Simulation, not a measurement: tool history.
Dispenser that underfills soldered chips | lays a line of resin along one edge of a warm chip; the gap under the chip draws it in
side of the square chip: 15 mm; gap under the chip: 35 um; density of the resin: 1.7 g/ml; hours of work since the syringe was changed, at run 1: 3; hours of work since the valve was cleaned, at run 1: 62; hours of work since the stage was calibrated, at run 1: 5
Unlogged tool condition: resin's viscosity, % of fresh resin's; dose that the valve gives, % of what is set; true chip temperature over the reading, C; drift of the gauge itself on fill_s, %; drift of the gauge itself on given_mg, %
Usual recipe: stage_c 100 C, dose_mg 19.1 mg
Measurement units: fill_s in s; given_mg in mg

| run | day | stage_c | dose_mg | hours of work since the syringe was changed | hours of work since the valve was cleaned | hours of work since the stage was calibrated | fill_s | given_mg |
|---|---|---|---|---|---|---|---|---|
| 1 | 0.000 | 100 | 19.1 | 3 | 62 | 5 | 389.2 | 18.10 |
|  | 0.308 | new syringe of resin |
| 2 | 0.317 | 112 | 19.1 | 0 | 67 | 10 | 185.2 | 18.01 |
| 3 | 0.504 | 112 | 19.1 | 3 | 70 | 13 | 235.3 | 17.91 |
| 4 | 0.633 | 100 | 19.1 | 5 | 72 | 15 | 460.0 | 17.93 |
|  | 0.800 | new syringe of resin |
| 5 | 0.850 | 100 | 19.1 | 1 | 75 | 19 | 330.6 | 17.88 |
| 6 | 1.021 | 100 | 19.1 | 4 | 78 | 21 | 402.5 | 17.55 |
| 7 | 1.217 | 100 | 19.1 | 7 | 81 | 24 | 495.8 | 17.79 |
|  | 1.304 | new syringe of resin |
| 8 | 1.438 | 100 | 19.1 | 2 | 85 | 28 | 369.4 | 17.51 |
| 9 | 1.617 | 100 | 17.5 | 5 | 88 | 31 | 466.4 | 15.95 |
|  | 1.796 | new syringe of resin |
| 10 | 1.842 | 100 | 19.1 | 1 | 91 | 34 | 338.1 | 17.38 |
| 11 | 2.042 | 100 | 19.1 | 4 | 94 | 38 | 427.3 | 17.46 |
| 12 | 2.254 | 100 | 16.9 | 7 | 98 | 41 | 566.9 | 15.36 |
|  | 2.288 | new syringe of resin |
| 13 | 2.450 | 99 | 17.6 | 3 | 101 | 44 | 418.5 | 15.81 |
| 14 | 2.642 | 94 | 19.1 | 6 | 104 | 47 | 637.6 | 17.25 |
|  | 2.800 | new syringe of resin |
| 15 | 2.912 | 94 | 19.1 | 2 | 108 | 51 | 469.9 | 17.16 |
| 16 | 3.188 | 94 | 17.3 | 6 | 112 | 56 | 669.1 | 15.37 |
|  | 3.300 | new syringe of resin |
| 17 | 3.371 | 100 | 21.5 | 1 | 115 | 58 | 336.3 | 19.03 |
|  | 3.517 | dispensing valve cleaned and set on the balance |
| 18 | 3.654 | 111 | 17.5 | 5 | 2 | 62 | 287.1 | 17.33 |
|  | 3.850 | new syringe of resin |
| 19 | 3.933 | 98 | 19.1 | 1 | 7 | 67 | 386.3 | 18.95 |

Measured minus without-hidden-state, run by run (identical run-to-run variation in each term; gauge scatter may differ):
| run | fill_s | given_mg |
|---|---|---|
| 1 | +82.4 | -1.09 |
| 2 | +3.2 | -1.18 |
| 3 | +49.1 | -1.23 |
| 4 | +145.4 | -1.28 |
| 5 | +27.2 | -1.35 |
| 6 | +98.7 | -1.38 |
| 7 | +195.6 | -1.46 |
| 8 | +64.1 | -1.51 |
| 9 | +154.0 | -1.44 |
| 10 | +30.9 | -1.63 |
| 11 | +118.3 | -1.70 |
| 12 | +248.3 | -1.55 |
| 13 | +90.4 | -1.66 |
| 14 | +232.0 | -1.87 |
| 15 | +68.2 | -1.95 |
| 16 | +255.2 | -1.83 |
| 17 | +39.0 | -2.33 |
| 18 | +90.1 | -0.07 |
| 19 | +46.7 | -0.16 |

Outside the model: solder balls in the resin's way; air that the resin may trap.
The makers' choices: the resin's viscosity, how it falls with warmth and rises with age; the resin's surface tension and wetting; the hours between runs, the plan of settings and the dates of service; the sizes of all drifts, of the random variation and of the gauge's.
